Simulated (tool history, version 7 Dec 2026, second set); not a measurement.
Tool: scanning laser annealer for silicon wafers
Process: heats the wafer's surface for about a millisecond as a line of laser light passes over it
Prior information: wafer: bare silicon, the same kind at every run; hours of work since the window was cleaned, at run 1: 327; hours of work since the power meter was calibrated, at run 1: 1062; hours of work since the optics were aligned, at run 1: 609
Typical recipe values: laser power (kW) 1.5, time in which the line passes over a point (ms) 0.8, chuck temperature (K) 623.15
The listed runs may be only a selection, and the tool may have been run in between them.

run,hour,laser power (kW),time in which the line passes over a point (ms),chuck temperature (K),hours of work since the window was cleaned,hours of work since the power meter was calibrated,hours of work since the optics were aligned,highest temperature of the surface (K)
1,0,1.5,0.8,623.15,327,1062,609,1324.15
2,36.2,1.5,0.8,623.15,352,1087,635,1325.15
3,106.3,1.5,0.8,623.15,402,1137,684,1312.15
# hour 140: window over the wafer cleaned
4,148.6,1.569,0.8,623.15,6,1165,713,1404.15
5,185.3,1.569,0.8,623.15,32,1191,738,1399.15
6,246,1.5,0.8,623.15,75,1234,781,1346.15
7,310.9,1.5,0.8,623.15,121,1280,827,1344.15
8,341.6,1.618,0.692,635.15,142,1302,849,1363.15
9,406.3,1.597,0.799,628.15,188,1347,895,1395.15
# hour 413.6: laser's power meter calibrated
10,461.2,1.597,0.799,628.15,225,34,931,1388.15
11,521,1.5,0.65,610.15,267,76,973,1230.15
# hour 574.7: laser's power meter calibrated, once more
12,585.9,1.5,0.65,610.15,311,8,1017,1230.15
13,619.1,1.5,0.65,610.15,334,31,1041,1227.15

Forecast each of these 4 alternatives for the next run:
A,669.1,1.5,0.984,613.15,370,67,1076,?
B,669.1,1.599,0.966,586.15,370,67,1076,?
C,669.1,1.318,0.627,593.15,370,67,1076,?
D,669.1,1.5,0.583,610.15,370,67,1076,?

run,highest temperature of the surface (K)
A,1385.15
B,1414.15
C,1099.15
D,1187.15
Had the tool no hidden state, the same runs would have come out as:
run,highest temperature of the surface (K)
A,1464.15
B,1499.15
C,1151.15
D,1246.15
